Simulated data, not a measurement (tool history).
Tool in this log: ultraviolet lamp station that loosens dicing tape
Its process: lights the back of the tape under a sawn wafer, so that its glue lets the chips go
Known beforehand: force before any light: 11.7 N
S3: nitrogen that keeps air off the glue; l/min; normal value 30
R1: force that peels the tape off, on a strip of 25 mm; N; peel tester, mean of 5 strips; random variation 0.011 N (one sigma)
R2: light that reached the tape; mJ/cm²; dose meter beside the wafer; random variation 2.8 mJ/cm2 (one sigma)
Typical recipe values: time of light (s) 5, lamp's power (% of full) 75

Run 1, hour 0: usual settings. Result: R1 0.666 N, R2 338 mJ/cm².
Run 2, hour 12.9: usual settings. Result: R1 0.653 N, R2 336 mJ/cm².
Run 3, hour 29.2: usual settings but lamp's power (% of full) 87. Result: R1 0.461 N, R2 384 mJ/cm².
Run 4, hour 46.5: usual settings but lamp's power (% of full) 87. Result: R1 0.468 N, R2 384 mJ/cm².
Run 5, hour 57.3: usual settings but lamp's power (% of full) 87. Result: R1 0.478 N, R2 385 mJ/cm².
Run 6, hour 71.4: usual settings but lamp's power (% of full) 87. Result: R1 0.49 N, R2 380 mJ/cm².
Run 7, hour 86.7: usual settings but lamp's power (% of full) 87, S3 45 l/min. Result: R1 0.352 N, R2 378 mJ/cm².
Run 8, hour 94.6: usual settings but lamp's power (% of full) 87, S3 45 l/min. Result: R1 0.358 N, R2 384 mJ/cm².
Run 9, hour 110.7: usual settings but lamp's power (% of full) 87, S3 45 l/min. Result: R1 0.359 N, R2 377 mJ/cm².
Run 10, hour 121.9: usual settings but lamp's power (% of full) 87, S3 45 l/min. Result: R1 0.367 N, R2 374 mJ/cm².
Run 11, hour 129.6: usual settings but lamp's power (% of full) 87, S3 45 l/min. Result: R1 0.371 N, R2 372 mJ/cm².
Run 12, hour 136.9: usual settings but time of light (s) 7. Result: R1 0.314 N, R2 450 mJ/cm².
Run 13, hour 154.2: usual settings. Result: R1 0.739 N, R2 320 mJ/cm².
Run 14, hour 162.3: usual settings. Result: R1 0.756 N, R2 324 mJ/cm².
Run 15, hour 174.1: usual settings. Result: R1 0.749 N, R2 317 mJ/cm².
Run 16, hour 189.6: usual settings. Result: R1 0.768 N, R2 319 mJ/cm².
Run 17, hour 206.9: usual settings but time of light (s) 3, S3 29 l/min. Result: R1 2.208 N, R2 191 mJ/cm².
Run 18, hour 218.4: usual settings but time of light (s) 8, lamp's power (% of full) 63, S3 29 l/min. Result: R1 0.374 N, R2 424 mJ/cm².
At hour 219.6: window cleaned of glue's vapour.
Run 19, hour 230.6: usual settings but time of light (s) 8, lamp's power (% of full) 63, S3 29 l/min. Result: R1 0.404 N, R2 408 mJ/cm².
Run 20, hour 248.4: usual settings but time of light (s) 8, lamp's power (% of full) 63, S3 29 l/min. Result: R1 0.436 N, R2 405 mJ/cm².
Run 21, hour 265.3: usual settings but time of light (s) 8, lamp's power (% of full) 63, S3 29 l/min. Result: R1 0.41 N, R2 406 mJ/cm².
Run 22, hour 278.5: usual settings but S3 26 l/min. Result: R1 0.921 N, R2 303 mJ/cm².
Run 23, hour 293: usual settings but time of light (s) 2. Result: R1 3.959 N, R2 121 mJ/cm².
At hour 305.3: window cleaned of glue's vapour, once more.
Run 24, hour 305.8: usual settings but time of light (s) 7, lamp's power (% of full) 68, S3 45 l/min. Result: R1 0.246 N, R2 438 mJ/cm².
Run 25, hour 321.1: usual settings but time of light (s) 7, S3 45 l/min. Result: R1 0.21 N, R2 483 mJ/cm².
Run 26, hour 331.7: usual settings but time of light (s) 7, lamp's power (% of full) 88, S3 45 l/min. Result: R1 0.154 N, R2 559 mJ/cm².
Run 27, hour 344.5: usual settings but time of light (s) 8, lamp's power (% of full) 64, S3 43 l/min. Result: R1 0.226 N, R2 465 mJ/cm².

Below, some changes in R1 between adjacent runs. For each, the amount present without the hidden state too (settings, incoming material, random variation) and the amount remaining for the hidden state with gauge scatter not shared by both compared results:
Hidden state at play: lamp's light, % of a new lamp's; light that the window lets through, % of a clean one's; drift of the gauge itself on peel_n, %; drift of the gauge itself on dose_mj_cm2, %.
Run 22 -> 23: time of light (s) 5 -> 2, S3 26 -> 30. R1 +3.038 N: hidden state +0.563, all else +2.475.
Run 23 -> 24: time of light (s) 2 -> 7, lamp's power (% of full) 75 -> 68, S3 30 -> 45, window cleaned of glue's vapour, once more. R1 -3.713 N: hidden state -0.914, all else -2.799.

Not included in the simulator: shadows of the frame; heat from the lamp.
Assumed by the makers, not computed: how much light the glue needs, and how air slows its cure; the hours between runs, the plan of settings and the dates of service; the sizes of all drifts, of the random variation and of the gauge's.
